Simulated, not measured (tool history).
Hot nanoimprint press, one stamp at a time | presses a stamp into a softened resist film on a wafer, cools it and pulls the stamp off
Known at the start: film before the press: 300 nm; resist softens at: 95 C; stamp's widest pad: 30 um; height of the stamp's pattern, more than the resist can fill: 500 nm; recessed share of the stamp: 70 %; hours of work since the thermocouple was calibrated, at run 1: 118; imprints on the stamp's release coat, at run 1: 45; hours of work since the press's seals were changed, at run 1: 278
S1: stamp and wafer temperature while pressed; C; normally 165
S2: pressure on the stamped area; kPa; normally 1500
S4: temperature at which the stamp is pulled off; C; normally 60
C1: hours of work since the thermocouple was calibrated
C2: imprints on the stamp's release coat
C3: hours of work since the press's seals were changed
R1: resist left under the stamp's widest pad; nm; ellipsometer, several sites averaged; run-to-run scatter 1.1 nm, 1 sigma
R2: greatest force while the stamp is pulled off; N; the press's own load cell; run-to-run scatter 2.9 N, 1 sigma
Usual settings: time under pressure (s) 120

Run 1, hour 0.0: usual settings; C1 118; C2 45; C3 278. Result: R1 161.1 nm, R2 144 N.
Run 2, hour 66.3: usual settings; C1 152; C2 211; C3 312. Result: R1 165.5 nm, R2 151 N.
Run 3, hour 113.3: usual settings; C1 177; C2 328; C3 337. Result: R1 162.3 nm, R2 154 N.
Run 4, hour 170.6: usual settings but time under pressure (s) 79; C1 206; C2 472; C3 366. Result: R1 186.1 nm, R2 160 N.
Run 5, hour 234.6: usual settings but time under pressure (s) 79; C1 239; C2 632; C3 399. Result: R1 188.3 nm, R2 166 N.
At hour 274.8: stamp cleaned and given a new release coat.
Run 6, hour 299.0: usual settings but time under pressure (s) 79; C1 269; C2 61; C3 429. Result: R1 191.8 nm, R2 147 N.
Run 7, hour 368.9: usual settings but time under pressure (s) 79; C1 305; C2 236; C3 465. Result: R1 193.1 nm, R2 155 N.
Run 8, hour 436.8: usual settings but time under pressure (s) 116; C1 340; C2 405; C3 500. Result: R1 171.3 nm, R2 154 N.
Run 9, hour 479.6: usual settings; C1 362; C2 513; C3 522. Result: R1 169.8 nm, R2 163 N.
At hour 496.6: plate thermocouple calibrated.
Run 10, hour 522.6: usual settings; C1 13; C2 613; C3 543. Result: R1 157.1 nm, R2 160 N.
At hour 566.8: stamp cleaned and given a new release coat.
Run 11, hour 595.0: usual settings; C1 48; C2 70; C3 577. Result: R1 160.5 nm, R2 145 N.
Run 12, hour 668.1: usual settings but S4 52 C; C1 85; C2 253; C3 615. Result: R1 161.4 nm, R2 171 N.
Run 13, hour 741.9: usual settings but S4 52 C; C1 123; C2 438; C3 653. Result: R1 162.7 nm, R2 165 N.
Run 14, hour 808.7: usual settings but S4 58 C; C1 158; C2 605; C3 687. Result: R1 165.0 nm, R2 168 N.
At hour 855.4: stamp cleaned and given a new release coat.
Run 15, hour 862.7: usual settings but S4 58 C; C1 182; C2 19; C3 712. Result: R1 165.5 nm, R2 152 N.
Run 16, hour 892.5: usual settings but S1 170 C, time under pressure (s) 70, S4 45 C; C1 198; C2 93; C3 727. Result: R1 160.9 nm, R2 179 N.
Run 17, hour 954.1: usual settings but S1 170 C, time under pressure (s) 70, S4 45 C; C1 229; C2 247; C3 759. Result: R1 159.6 nm, R2 183 N.
Run 18, hour 1011.9: usual settings but S1 175 C, time under pressure (s) 93; C1 259; C2 392; C3 789. Result: R1 111.8 nm, R2 157 N.
Run 19, hour 1077.0: usual settings but S1 177 C, S2 1400 kPa, time under pressure (s) 75, S4 48 C; C1 293; C2 555; C3 822. Result: R1 117.2 nm, R2 192 N.
At hour 1147.6: stamp cleaned and given a new release coat.
Run 20, hour 1155.4: usual settings but S1 177 C, S2 1400 kPa, time under pressure (s) 75, S4 53 C; C1 330; C2 20; C3 860. Result: R1 117.4 nm, R2 161 N.
Run 21, hour 1222.7: usual settings but S1 164 C, S2 1930 kPa, time under pressure (s) 87, S4 61 C; C1 365; C2 188; C3 894. Result: R1 183.2 nm, R2 149 N.
At hour 1231.8: plate thermocouple calibrated.
Run 22, hour 1272.0: usual settings but S1 153 C, S2 1930 kPa, time under pressure (s) 144, S4 61 C; C1 21; C2 304; C3 918. Result: R1 229.7 nm, R2 151 N.
Run 23, hour 1332.7: usual settings but S1 153 C, S2 1930 kPa, time under pressure (s) 144, S4 61 C; C1 52; C2 456; C3 949. Result: R1 231.5 nm, R2 154 N.
Run 24, hour 1401.3: usual settings but S1 159 C, S4 54 C; C1 87; C2 628; C3 985. Result: R1 207.9 nm, R2 175 N.
At hour 1439.5: stamp cleaned and given a new release coat.
At hour 1452.8: press's hydraulic seals changed and the load cell set to zero.
Run 25, hour 1475.4: usual settings but S1 160 C, S2 1010 kPa, S4 54 C; C1 118; C2 69; C3 12. Result: R1 219.3 nm, R2 154 N.
Run 26, hour 1517.0: usual settings but S1 171 C, time under pressure (s) 80, S4 53 C; C1 140; C2 174; C3 33. Result: R1 138.7 nm, R2 162 N.
Run 27, hour 1571.1: usual settings but S1 171 C, time under pressure (s) 80, S4 53 C; C1 168; C2 309; C3 61. Result: R1 141.5 nm, R2 172 N.
Run 28, hour 1644.7: usual settings but S2 1650 kPa, time under pressure (s) 187, S4 51 C; C1 205; C2 493; C3 99. Result: R1 132.7 nm, R2 188 N.
Run 29, hour 1712.7: usual settings but S4 64 C; C1 241; C2 664; C3 134. Result: R1 164.7 nm, R2 161 N.

Here are 3 independent what-if runs from the current tool condition. What would each one return?
At hour 1737.6: stamp cleaned and given a new release coat.
Run A, hour 1754.9: usual settings but S4 64 C; C1 259; C2 43; C3 153. Result: R1 ?, R2 ?.
At hour 1737.6: stamp cleaned and given a new release coat.
Run B, hour 1754.9: usual settings but S1 170 C, S2 1960 kPa, time under pressure (s) 234, S4 64 C; C1 259; C2 43; C3 153. Result: R1 ?, R2 ?.
At hour 1737.6: stamp cleaned and given a new release coat.
Run C, hour 1754.9: usual settings but S1 167 C, time under pressure (s) 230, S4 52 C; C1 259; C2 43; C3 153. Result: R1 ?, R2 ?.

run     R1   R2
  A  165.1  137
  B   87.5  142
  C  116.3  156
With no hidden state in the tool, these same runs would have given:
run     R1   R2
  A  155.7  134
  B   81.6  138
  C  108.7  152
